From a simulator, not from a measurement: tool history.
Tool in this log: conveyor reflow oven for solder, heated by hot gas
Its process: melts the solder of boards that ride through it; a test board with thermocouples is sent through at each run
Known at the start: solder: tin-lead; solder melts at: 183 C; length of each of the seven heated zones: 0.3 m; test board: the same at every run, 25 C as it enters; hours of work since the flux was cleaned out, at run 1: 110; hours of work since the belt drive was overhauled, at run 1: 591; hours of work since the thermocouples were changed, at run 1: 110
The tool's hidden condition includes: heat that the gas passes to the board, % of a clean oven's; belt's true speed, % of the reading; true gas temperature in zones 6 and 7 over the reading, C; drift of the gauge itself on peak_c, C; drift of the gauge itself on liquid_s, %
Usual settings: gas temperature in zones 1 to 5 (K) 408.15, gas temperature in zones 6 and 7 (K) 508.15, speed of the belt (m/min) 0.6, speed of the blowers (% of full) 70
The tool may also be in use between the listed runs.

run	hour	gas temperature in zones 1 to 5 (K)	gas temperature in zones 6 and 7 (K)	speed of the belt (m/min)	speed of the blowers (% of full)	hours of work since the flux was cleaned out	hours of work since the belt drive was overhauled	hours of work since the thermocouples were changed	highest temperature of the board (K)	time above the solder's melting point (s)
1	0	408.15	508.15	0.6	70	110	591	110	488.15	42.7
2	30.7	408.15	508.15	0.6	82	129	610	129	491.25	45.4
3	57.7	408.15	508.15	0.6	82	146	627	146	491.15	45.3
4	95.2	408.15	508.15	0.6	70	170	650	170	487.85	42.4
5	111.9	408.15	508.15	0.6	70	180	661	180	487.45	42.4
6	143.6	421.15	508.15	0.6	70	200	681	200	489.85	47.9
# hour 151: belt drive overhauled, speed set with a stopwatch
# hour 159.2: flux residue cleaned out of gas plates and filters
7	173	421.15	508.15	0.6	70	9	11	213	490.95	48.8
8	202.8	421.15	508.15	0.6	70	27	29	231	490.95	48.7
9	235	421.15	508.15	0.6	70	47	49	251	491.15	48.8
# hour 251.3: belt drive overhauled, speed set with a stopwatch, once more
10	276.1	408.15	516.15	0.6	70	71	16	275	494.05	46.1
11	296	408.15	516.15	0.6	70	83	28	287	494.05	46
12	327.1	400.15	508.15	0.6	70	103	47	307	485.35	38.1
13	349.1	408.15	508.15	0.533	66	116	61	320	490.35	49.1
14	366.6	408.15	508.15	0.533	66	127	72	331	489.45	49.2
15	382.6	399.15	505.15	0.527	70	137	82	341	487.15	45.8
16	414.3	399.15	509.15	0.713	56	157	102	361	472.25	19.8
17	436.5	415.15	508.15	0.655	70	171	116	375	484.95	38.1

Alternative continuations, all from the tool just after run 17; predict every row:
A	470.4	393.15	521.15	0.585	70	192	137	396	?	?
B	470.4	414.15	503.15	0.655	85	192	137	396	?	?
C	470.4	413.15	508.15	0.6	68	192	137	396	?	?

run	highest temperature of the board (K)	time above the solder's melting point (s)
A	495.45	44.3
B	484.65	38.2
C	487.05	42.8
Without the tool's unlogged condition, the same runs would have read:
run	highest temperature of the board (K)	time above the solder's melting point (s)
A	497.95	45.7
B	486.95	39.7
C	489.25	44.3
